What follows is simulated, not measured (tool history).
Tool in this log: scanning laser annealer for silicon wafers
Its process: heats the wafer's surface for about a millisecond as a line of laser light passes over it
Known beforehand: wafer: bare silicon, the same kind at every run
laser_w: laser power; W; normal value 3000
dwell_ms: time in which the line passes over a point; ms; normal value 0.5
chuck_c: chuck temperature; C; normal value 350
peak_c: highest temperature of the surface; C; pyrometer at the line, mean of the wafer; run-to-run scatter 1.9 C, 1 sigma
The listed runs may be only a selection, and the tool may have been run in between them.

Run 1, hour 0: usual settings. Result: peak_c 1080 C.
Run 2, hour 20.1: usual settings. Result: peak_c 1082 C.
Run 3, hour 35.5: usual settings. Result: peak_c 1080 C.
Run 4, hour 58.3: usual settings. Result: peak_c 1081 C.
Run 5, hour 72: usual settings but dwell_ms 0.543 ms. Result: peak_c 1109 C.
At hour 78: window over the wafer cleaned.
Run 6, hour 85.5: usual settings but dwell_ms 0.543 ms. Result: peak_c 1154 C.
Run 7, hour 97.4: usual settings but dwell_ms 0.543 ms. Result: peak_c 1148 C.
Run 8, hour 109.1: usual settings but dwell_ms 0.364 ms. Result: peak_c 1007 C.
Run 9, hour 124.4: usual settings but dwell_ms 0.364 ms, chuck_c 334 C. Result: peak_c 989 C.
Run 10, hour 149.1: usual settings but dwell_ms 0.364 ms, chuck_c 334 C. Result: peak_c 987 C.
Run 11, hour 171.9: usual settings but dwell_ms 0.364 ms, chuck_c 334 C. Result: peak_c 984 C.
Run 12, hour 191.7: usual settings but dwell_ms 0.364 ms, chuck_c 334 C. Result: peak_c 986 C.
Run 13, hour 213.8: usual settings but laser_w 2998 W. Result: peak_c 1110 C.
Run 14, hour 228.1: usual settings but laser_w 2998 W. Result: peak_c 1109 C.
Run 15, hour 252.4: usual settings but laser_w 2998 W, dwell_ms 0.481 ms. Result: peak_c 1093 C.
Run 16, hour 266.3: usual settings. Result: peak_c 1110 C.
Run 17, hour 284.9: usual settings. Result: peak_c 1107 C.
Run 18, hour 301.6: usual settings. Result: peak_c 1106 C.
Run 19, hour 326: usual settings. Result: peak_c 1105 C.
Run 20, hour 345.7: usual settings but dwell_ms 0.592 ms. Result: peak_c 1171 C.
Run 21, hour 369.5: usual settings but dwell_ms 0.382 ms. Result: peak_c 1006 C.
Run 22, hour 381.2: usual settings but laser_w 3255 W, dwell_ms 0.601 ms, chuck_c 369 C. Result: peak_c 1272 C.
Run 23, hour 395.1: usual settings but laser_w 2722 W, dwell_ms 0.499 ms, chuck_c 339 C. Result: peak_c 1012 C.
Run 24, hour 413.2: usual settings but laser_w 2722 W, dwell_ms 0.499 ms, chuck_c 339 C. Result: peak_c 1012 C.
Run 25, hour 432: usual settings but laser_w 2722 W, dwell_ms 0.499 ms, chuck_c 339 C. Result: peak_c 1011 C.
Run 26, hour 444.7: usual settings but chuck_c 329 C. Result: peak_c 1076 C.
Run 27, hour 461.4: usual settings but laser_w 2992 W, chuck_c 329 C. Result: peak_c 1072 C.
Run 28, hour 476.6: usual settings but laser_w 2992 W, chuck_c 329 C. Result: peak_c 1073 C.
Run 29, hour 494: usual settings but laser_w 2958 W, dwell_ms 0.369 ms, chuck_c 313 C. Result: peak_c 944 C.
Run 30, hour 514.4: usual settings but laser_w 2958 W, dwell_ms 0.433 ms, chuck_c 336 C. Result: peak_c 1019 C.
Run 31, hour 531.2: usual settings but dwell_ms 0.452 ms. Result: peak_c 1056 C.
Run 32, hour 551.7: usual settings but laser_w 2889 W, dwell_ms 0.437 ms, chuck_c 375 C. Result: peak_c 1043 C.
Run 33, hour 575.4: usual settings but laser_w 2751 W. Result: peak_c 1022 C.
Run 34, hour 596.6: usual settings but laser_w 2919 W, dwell_ms 0.376 ms, chuck_c 322 C. Result: peak_c 942 C.
Run 35, hour 618.9: usual settings but laser_w 2685 W, chuck_c 320 C. Result: peak_c 972 C.
Run 36, hour 636: usual settings but laser_w 3172 W, dwell_ms 0.531 ms, chuck_c 318 C. Result: peak_c 1128 C.
Run 37, hour 649.6: usual settings but laser_w 3061 W, dwell_ms 0.56 ms, chuck_c 383 C. Result: peak_c 1183 C.
Run 38, hour 663.3: usual settings but laser_w 3061 W, dwell_ms 0.56 ms, chuck_c 383 C. Result: peak_c 1176 C.
Run 39, hour 680: usual settings but laser_w 3061 W, dwell_ms 0.547 ms, chuck_c 317 C. Result: peak_c 1103 C.
Run 40, hour 701.3: usual settings but laser_w 3034 W, dwell_ms 0.475 ms, chuck_c 367 C. Result: peak_c 1087 C.

Hidden state or all else? Some run-to-run changes of peak_c, split into what the settings, what came in and random variation would give without the hidden state, and what is left for the hidden state (with any gauge scatter that isn't in both results):
The tool's hidden condition here consists of: light that passes the window, % of a clean one's; laser's true power over the reading, %; width of the line over the set one, %; drift of the gauge itself on peak_c, C.
Run 5 -> 6: window over the wafer cleaned. peak_c +45 C: hidden state +44, all else +1.
Run 20 -> 21: dwell_ms 0.592 -> 0.382. peak_c -165 C: hidden state +4, all else -169.
Run 21 -> 22: laser_w 3000 -> 3255, dwell_ms 0.382 -> 0.601, chuck_c 350 -> 369. peak_c +266 C: hidden state -9, all else +275.
Run 22 -> 23: laser_w 3255 -> 2722, dwell_ms 0.601 -> 0.499, chuck_c 369 -> 339. peak_c -260 C: hidden state +7, all else -267.
Run 35 -> 36: laser_w 2685 -> 3172, dwell_ms 0.5 -> 0.531, chuck_c 320 -> 318. peak_c +156 C: hidden state -10, all else +166.

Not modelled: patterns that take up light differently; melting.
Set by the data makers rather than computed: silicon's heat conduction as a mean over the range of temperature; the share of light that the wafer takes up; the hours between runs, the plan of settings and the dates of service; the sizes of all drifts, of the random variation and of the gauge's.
